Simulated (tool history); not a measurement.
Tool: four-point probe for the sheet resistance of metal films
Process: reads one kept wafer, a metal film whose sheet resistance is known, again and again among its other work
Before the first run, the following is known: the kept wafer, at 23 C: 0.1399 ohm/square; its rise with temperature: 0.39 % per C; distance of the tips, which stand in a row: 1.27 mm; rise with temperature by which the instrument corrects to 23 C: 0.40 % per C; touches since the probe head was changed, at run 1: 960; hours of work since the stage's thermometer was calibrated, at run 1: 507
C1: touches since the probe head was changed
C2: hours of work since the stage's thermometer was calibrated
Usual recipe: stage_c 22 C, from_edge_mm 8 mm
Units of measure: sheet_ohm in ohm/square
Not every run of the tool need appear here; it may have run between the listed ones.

Run 1, hour 0: usual settings; C1 960; C2 507. Result: sheet_ohm 0.141816 ohm/square.
Run 2, hour 13.5: usual settings but from_edge_mm 5 mm; C1 1107; C2 514. Result: sheet_ohm 0.144592 ohm/square.
Run 3, hour 39.1: usual settings but stage_c 34 C; C1 1386; C2 528. Result: sheet_ohm 0.141511 ohm/square.
Run 4, hour 49.7: usual settings; C1 1501; C2 533. Result: sheet_ohm 0.14179 ohm/square.
Run 5, hour 66.8: usual settings but stage_c 32 C; C1 1688; C2 542. Result: sheet_ohm 0.141543 ohm/square.
Run 6, hour 88.8: usual settings but stage_c 32 C; C1 1927; C2 553. Result: sheet_ohm 0.141559 ohm/square.
Run 7, hour 103.3: usual settings but stage_c 32 C; C1 2085; C2 561. Result: sheet_ohm 0.141569 ohm/square.
Run 8, hour 124.3: usual settings but stage_c 32 C; C1 2314; C2 571. Result: sheet_ohm 0.141515 ohm/square.
Run 9, hour 135.9: usual settings; C1 2440; C2 577. Result: sheet_ohm 0.141773 ohm/square.
Run 10, hour 155.5: usual settings; C1 2654; C2 587. Result: sheet_ohm 0.141792 ohm/square.
Run 11, hour 172.6: usual settings but from_edge_mm 5 mm; C1 2840; C2 596. Result: sheet_ohm 0.144581 ohm/square.
Run 12, hour 195.9: usual settings but from_edge_mm 5 mm; C1 3094; C2 608. Result: sheet_ohm 0.144614 ohm/square.
Run 13, hour 219.5: usual settings but from_edge_mm 3 mm; C1 3351; C2 620. Result: sheet_ohm 0.152085 ohm/square.
Run 14, hour 235.1: usual settings but from_edge_mm 3 mm; C1 3520; C2 628. Result: sheet_ohm 0.152157 ohm/square.
Run 15, hour 258.2: usual settings but stage_c 29 C, from_edge_mm 3 mm; C1 3772; C2 640. Result: sheet_ohm 0.151923 ohm/square.
Run 16, hour 281.7: usual settings but stage_c 29 C, from_edge_mm 3 mm; C1 4029; C2 652. Result: sheet_ohm 0.151892 ohm/square.
Run 17, hour 299.7: usual settings but stage_c 34 C; C1 4225; C2 662. Result: sheet_ohm 0.141446 ohm/square.
Run 18, hour 319.5: usual settings but stage_c 34 C; C1 4441; C2 672. Result: sheet_ohm 0.141499 ohm/square.
Run 19, hour 344.5: usual settings but stage_c 34 C; C1 4712; C2 685. Result: sheet_ohm 0.141492 ohm/square.
Run 20, hour 358.4: usual settings but stage_c 24 C, from_edge_mm 29 mm; C1 4864; C2 692. Result: sheet_ohm 0.139943 ohm/square.
Run 21, hour 369.1: usual settings but stage_c 29 C, from_edge_mm 17 mm; C1 4981; C2 697. Result: sheet_ohm 0.140163 ohm/square.
Run 22, hour 386.5: usual settings but stage_c 29 C, from_edge_mm 17 mm; C1 5170; C2 706. Result: sheet_ohm 0.140156 ohm/square.
Run 23, hour 408.4: usual settings but stage_c 29 C, from_edge_mm 11 mm; C1 5409; C2 717. Result: sheet_ohm 0.140758 ohm/square.
Run 24, hour 421.6: usual settings but stage_c 25 C, from_edge_mm 51 mm; C1 5553; C2 724. Result: sheet_ohm 0.139904 ohm/square.
Run 25, hour 435.4: usual settings but stage_c 28 C, from_edge_mm 3 mm; C1 5704; C2 731. Result: sheet_ohm 0.151924 ohm/square.
Run 26, hour 460.5: usual settings but stage_c 19 C, from_edge_mm 19 mm; C1 5976; C2 744. Result: sheet_ohm 0.140314 ohm/square.
Run 27, hour 476.3: usual settings but from_edge_mm 70 mm; C1 6148; C2 752. Result: sheet_ohm 0.139942 ohm/square.
Run 28, hour 488.3: usual settings but from_edge_mm 70 mm; C1 6280; C2 759. Result: sheet_ohm 0.139916 ohm/square.
Run 29, hour 503.1: usual settings but stage_c 34 C, from_edge_mm 15 mm; C1 6440; C2 766. Result: sheet_ohm 0.140184 ohm/square.
Run 30, hour 526.5: usual settings but stage_c 18 C, from_edge_mm 4 mm; C1 6696; C2 778. Result: sheet_ohm 0.147196 ohm/square.
Run 31, hour 540.9: usual settings but stage_c 18 C, from_edge_mm 15 mm; C1 6852; C2 786. Result: sheet_ohm 0.140562 ohm/square.
Run 32, hour 565.5: usual settings but stage_c 23 C, from_edge_mm 4 mm; C1 7120; C2 798. Result: sheet_ohm 0.147101 ohm/square.
Run 33, hour 587.9: usual settings but stage_c 23 C, from_edge_mm 4 mm; C1 7364; C2 810. Result: sheet_ohm 0.147049 ohm/square.
Run 34, hour 608.7: usual settings but stage_c 23 C, from_edge_mm 4 mm; C1 7591; C2 820. Result: sheet_ohm 0.147029 ohm/square.
Run 35, hour 620.9: usual settings but stage_c 23 C, from_edge_mm 4 mm; C1 7723; C2 827. Result: sheet_ohm 0.146997 ohm/square.
Run 36, hour 641.8: usual settings but stage_c 23 C, from_edge_mm 4 mm; C1 7952; C2 838. Result: sheet_ohm 0.147104 ohm/square.

Forecast each of these 5 alternatives for the next run:
Run A, hour 652.2: usual settings but stage_c 19 C, from_edge_mm 13 mm; C1 8065; C2 843. Result: sheet_ohm ?.
Run B, hour 652.2: usual settings but stage_c 25 C, from_edge_mm 43 mm; C1 8065; C2 843. Result: sheet_ohm ?.
Run C, hour 652.2: usual settings but stage_c 26 C, from_edge_mm 5 mm; C1 8065; C2 843. Result: sheet_ohm ?.
Run D, hour 652.2: usual settings but stage_c 31 C, from_edge_mm 4 mm; C1 8065; C2 843. Result: sheet_ohm ?.
Run E, hour 652.2: usual settings but stage_c 32 C, from_edge_mm 4 mm; C1 8065; C2 843. Result: sheet_ohm ?.

run  sheet_ohm
  A   0.140642
  B   0.139876
  C   0.144492
  D   0.146891
  E   0.146869
Take away the tool's hidden state, keep each run's random variation, and the runs would have read:
run  sheet_ohm
  A    0.14066
  B   0.139894
  C    0.14451
  D    0.14691
  E   0.146887
